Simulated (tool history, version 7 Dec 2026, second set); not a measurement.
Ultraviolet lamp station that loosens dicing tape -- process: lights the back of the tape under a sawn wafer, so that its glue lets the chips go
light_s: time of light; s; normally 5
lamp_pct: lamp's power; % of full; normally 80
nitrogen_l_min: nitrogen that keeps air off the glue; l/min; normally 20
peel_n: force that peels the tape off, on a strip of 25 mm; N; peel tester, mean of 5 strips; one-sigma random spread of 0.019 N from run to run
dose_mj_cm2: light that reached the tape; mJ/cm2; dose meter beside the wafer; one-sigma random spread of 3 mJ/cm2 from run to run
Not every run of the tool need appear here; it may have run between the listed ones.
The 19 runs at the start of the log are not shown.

{"run": 20, "hour": 257.7, "light_s": 5, "lamp_pct": 80, "nitrogen_l_min": 20, "peel_n": 1.21, "dose_mj_cm2": 393}
{"run": 21, "hour": 272.0, "light_s": 2, "lamp_pct": 80, "nitrogen_l_min": 20, "peel_n": 4.225, "dose_mj_cm2": 156}
{"run": 22, "hour": 286.9, "light_s": 5, "lamp_pct": 80, "nitrogen_l_min": 7, "peel_n": 2.409, "dose_mj_cm2": 390}
{"run": 23, "hour": 297.6, "light_s": 2, "lamp_pct": 88, "nitrogen_l_min": 21, "peel_n": 3.886, "dose_mj_cm2": 173}
{"run": 24, "hour": 310.8, "light_s": 2, "lamp_pct": 61, "nitrogen_l_min": 21, "peel_n": 5.22, "dose_mj_cm2": 116}
{"run": 25, "hour": 324.0, "light_s": 2, "lamp_pct": 61, "nitrogen_l_min": 21, "peel_n": 5.172, "dose_mj_cm2": 118}
{"run": 26, "hour": 340.0, "light_s": 2, "lamp_pct": 61, "nitrogen_l_min": 21, "peel_n": 5.417, "dose_mj_cm2": 114}
{"run": 27, "hour": 353.8, "light_s": 8, "lamp_pct": 61, "nitrogen_l_min": 21, "peel_n": 0.77, "dose_mj_cm2": 471}
{"run": 28, "hour": 361.8, "light_s": 5, "lamp_pct": 67, "nitrogen_l_min": 38, "peel_n": 1.208, "dose_mj_cm2": 323}
{"run": 29, "hour": 377.9, "light_s": 5, "lamp_pct": 68, "nitrogen_l_min": 7, "peel_n": 2.984, "dose_mj_cm2": 323}
{"run": 30, "hour": 392.0, "light_s": 5, "lamp_pct": 68, "nitrogen_l_min": 7, "peel_n": 2.963, "dose_mj_cm2": 322}
{"run": 31, "hour": 404.0, "light_s": 9, "lamp_pct": 68, "nitrogen_l_min": 15, "peel_n": 0.617, "dose_mj_cm2": 586}
{"run": 32, "hour": 418.5, "light_s": 5, "lamp_pct": 83, "nitrogen_l_min": 16, "peel_n": 1.32, "dose_mj_cm2": 392}
{"run": 33, "hour": 431.0, "light_s": 5, "lamp_pct": 81, "nitrogen_l_min": 16, "peel_n": 1.425, "dose_mj_cm2": 387}

Predict the results of run 34:
{"run": 34, "hour": 448.3, "light_s": 6, "lamp_pct": 80, "nitrogen_l_min": 26, "peel_n": "?", "dose_mj_cm2": "?"}

peel_n: 0.727 N
dose_mj_cm2: 455 mJ/cm2
With the hidden condition absent and the run-to-run variation left alone, this run would have shown peel_n 0.521 N, dose_mj_cm2 524 mJ/cm2.

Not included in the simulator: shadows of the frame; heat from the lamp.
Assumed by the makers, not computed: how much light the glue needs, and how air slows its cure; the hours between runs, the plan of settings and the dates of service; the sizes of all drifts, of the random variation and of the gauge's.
